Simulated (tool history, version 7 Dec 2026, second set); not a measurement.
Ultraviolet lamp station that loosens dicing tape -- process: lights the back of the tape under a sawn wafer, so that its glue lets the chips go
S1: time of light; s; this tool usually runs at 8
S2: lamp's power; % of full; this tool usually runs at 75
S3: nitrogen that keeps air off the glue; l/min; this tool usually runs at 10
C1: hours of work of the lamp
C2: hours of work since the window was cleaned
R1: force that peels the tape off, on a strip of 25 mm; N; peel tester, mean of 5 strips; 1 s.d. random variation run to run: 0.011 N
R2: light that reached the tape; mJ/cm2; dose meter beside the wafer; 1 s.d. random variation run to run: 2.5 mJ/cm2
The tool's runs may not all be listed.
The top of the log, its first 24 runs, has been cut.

Run 25, hour 191.7: usual settings but S1 13 s, S2 77 % of full; C1 173; C2 244. Result: R1 0.286 N, R2 432 mJ/cm2.
Run 26, hour 198.2: usual settings but S2 88 % of full; C1 177; C2 248. Result: R1 0.475 N, R2 302 mJ/cm2.
Run 27, hour 203.3: usual settings but S2 88 % of full; C1 181; C2 252. Result: R1 0.457 N, R2 302 mJ/cm2.
Run 28, hour 208.9: usual settings but S2 68 % of full, S3 11 l/min; C1 184; C2 255. Result: R1 0.665 N, R2 231 mJ/cm2.
Run 29, hour 218.0: usual settings but S3 15 l/min; C1 190; C2 261. Result: R1 0.454 N, R2 257 mJ/cm2.
Run 30, hour 223.2: usual settings but S1 14 s, S3 8 l/min; C1 194; C2 265. Result: R1 0.306 N, R2 447 mJ/cm2.
Run 31, hour 234.5: usual settings but S1 14 s, S3 8 l/min; C1 201; C2 272. Result: R1 0.302 N, R2 442 mJ/cm2.
Run 32, hour 243.2: usual settings but S1 6 s, S2 82 % of full; C1 207; C2 278. Result: R1 0.821 N, R2 206 mJ/cm2.
Run 33, hour 252.1: usual settings but S1 7 s, S2 64 % of full, S3 19 l/min; C1 213; C2 284. Result: R1 0.684 N, R2 186 mJ/cm2.
Run 34, hour 260.7: usual settings but S1 5 s, S2 64 % of full, S3 4 l/min; C1 218; C2 289. Result: R1 2.135 N, R2 131 mJ/cm2.
Run 35, hour 270.4: usual settings but S1 5 s, S2 64 % of full, S3 4 l/min; C1 225; C2 296. Result: R1 2.114 N, R2 136 mJ/cm2.
Run 36, hour 277.8: usual settings but S1 5 s, S2 64 % of full, S3 4 l/min; C1 229; C2 300. Result: R1 2.154 N, R2 133 mJ/cm2.
Run 37, hour 289.3: usual settings but S1 7 s, S3 19 l/min; C1 237; C2 308. Result: R1 0.526 N, R2 219 mJ/cm2.
Run 38, hour 299.8: usual settings but S1 11 s, S3 9 l/min; C1 244; C2 315. Result: R1 0.403 N, R2 342 mJ/cm2.
Run 39, hour 305.0: usual settings but S1 5 s, S2 79 % of full, S3 17 l/min; C1 247; C2 318. Result: R1 0.921 N, R2 160 mJ/cm2.
At hour 308.0: window cleaned of glue's vapour.
Run 40, hour 312.1: usual settings but S1 9 s, S2 70 % of full, S3 6 l/min; C1 251; C2 3. Result: R1 0.733 N, R2 277 mJ/cm2.
Run 41, hour 322.3: usual settings but S1 9 s, S2 79 % of full, S3 7 l/min; C1 258; C2 9. Result: R1 0.564 N, R2 312 mJ/cm2.
Run 42, hour 332.8: usual settings but S1 9 s, S2 79 % of full, S3 7 l/min; C1 265; C2 16. Result: R1 0.551 N, R2 314 mJ/cm2.
Run 43, hour 342.9: usual settings but S1 9 s, S2 79 % of full, S3 7 l/min; C1 272; C2 23. Result: R1 0.583 N, R2 311 mJ/cm2.
Run 44, hour 351.6: usual settings but S1 9 s, S2 79 % of full, S3 3 l/min; C1 277; C2 29. Result: R1 0.974 N, R2 310 mJ/cm2.

Here are 4 independent what-if runs from the current tool condition. What would each one return?
Run A, hour 359.6: usual settings but S1 9 s, S2 79 % of full, S3 4 l/min; C1 283; C2 34. Result: R1 ?, R2 ?.
Run B, hour 359.6: usual settings but S1 4 s, S2 66 % of full, S3 19 l/min; C1 283; C2 34. Result: R1 ?, R2 ?.
Run C, hour 359.6: usual settings but S2 67 % of full; C1 283; C2 34. Result: R1 ?, R2 ?.
Run D, hour 359.6: usual settings but S2 62 % of full, S3 3 l/min; C1 283; C2 34. Result: R1 ?, R2 ?.

run     R1   R2
  A  0.836  308
  B  1.347  114
  C  0.698  228
  D  1.574  218
Take away the tool's hidden state, keep each run's random variation, and the runs would have read:
run     R1   R2
  A  0.702  345
  B  1.175  127
  C  0.582  256
  D  1.391  244

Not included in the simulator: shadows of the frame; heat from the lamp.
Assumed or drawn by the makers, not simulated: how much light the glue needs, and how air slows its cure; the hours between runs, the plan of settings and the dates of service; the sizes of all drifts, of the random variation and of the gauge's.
